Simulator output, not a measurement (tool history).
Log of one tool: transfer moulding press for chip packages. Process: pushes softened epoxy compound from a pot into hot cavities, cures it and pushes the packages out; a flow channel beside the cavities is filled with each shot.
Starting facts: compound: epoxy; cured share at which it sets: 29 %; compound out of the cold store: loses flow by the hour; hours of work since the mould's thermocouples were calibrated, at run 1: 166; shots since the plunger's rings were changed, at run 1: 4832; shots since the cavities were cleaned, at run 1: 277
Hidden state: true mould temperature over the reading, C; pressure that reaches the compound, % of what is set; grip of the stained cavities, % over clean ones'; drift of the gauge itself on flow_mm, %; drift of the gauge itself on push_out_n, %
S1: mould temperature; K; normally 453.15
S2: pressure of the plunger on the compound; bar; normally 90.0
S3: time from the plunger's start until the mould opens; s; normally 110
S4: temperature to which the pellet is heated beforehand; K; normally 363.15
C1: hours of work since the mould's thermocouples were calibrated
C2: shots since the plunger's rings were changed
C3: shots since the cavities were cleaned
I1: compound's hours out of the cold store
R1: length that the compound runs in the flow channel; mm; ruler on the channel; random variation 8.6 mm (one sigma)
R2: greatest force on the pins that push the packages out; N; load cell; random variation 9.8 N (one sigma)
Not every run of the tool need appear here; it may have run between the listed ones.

run	hour	S1	S2	S3	S4	C1	C2	C3	I1	R1	R2
1	0.0	453.15	90.0	110	363.15	166	4832	277	30.4	797	624
2	8.5	453.15	90.0	110	363.15	171	4915	360	29.8	804	707
3	17.4	453.15	90.0	110	363.15	176	5002	447	41.5	753	719
4	24.7	453.15	90.0	110	367.15	180	5073	518	37.2	769	745
5	32.6	453.15	90.0	110	367.15	185	5150	595	39.8	753	794
6	39.4	453.15	90.0	110	367.15	188	5218	663	28.8	822	800
7	45.9	453.15	90.0	139	363.15	192	5281	726	31.8	800	764
8	51.4	453.15	90.0	139	363.15	195	5335	780	32.3	791	764
# hour 56.1: cavities cleaned with cleaning compound and waxed
9	60.0	453.15	90.0	139	363.15	199	5404	38	41.4	745	859
10	68.9	453.15	90.0	139	363.15	204	5491	125	9.4	912	859
# hour 72.1: cavities cleaned with cleaning compound and waxed, once more
11	76.0	453.15	90.0	139	363.15	207	5546	38	37.1	758	439
12	82.8	447.15	90.0	117	363.15	211	5613	105	14.6	898	657
13	88.1	447.15	90.0	117	363.15	214	5664	156	31.3	794	685
14	94.8	455.15	90.0	117	366.15	218	5730	222	12.3	890	579
15	101.9	460.15	90.0	94	366.15	222	5799	291	18.7	836	626
16	108.0	460.15	90.0	94	366.15	225	5860	352	18.1	842	655
17	115.2	460.15	80.2	130	354.15	229	5930	422	11.6	824	667
18	122.1	456.15	97.9	96	363.15	233	5997	489	29.4	808	750
19	130.7	456.15	95.7	107	356.15	238	6081	573	11.7	900	757

4 options for the next run, each taken on its own from the tool as it stands now. Forecast them:
A	138.2	456.15	95.7	107	361.15	242	6155	647	26.0	?	?
B	138.2	448.15	93.6	107	366.15	242	6155	647	36.5	?	?
C	138.2	456.15	109.0	94	356.15	242	6155	647	25.0	?	?
D	138.2	451.15	101.0	109	356.15	242	6155	647	14.3	?	?

run	R1	R2
A	827	776
B	776	1037
C	888	880
D	918	925
Without the tool's hidden state the same runs would have given:
run	R1	R2
A	951	420
B	890	558
C	1019	474
D	1055	495
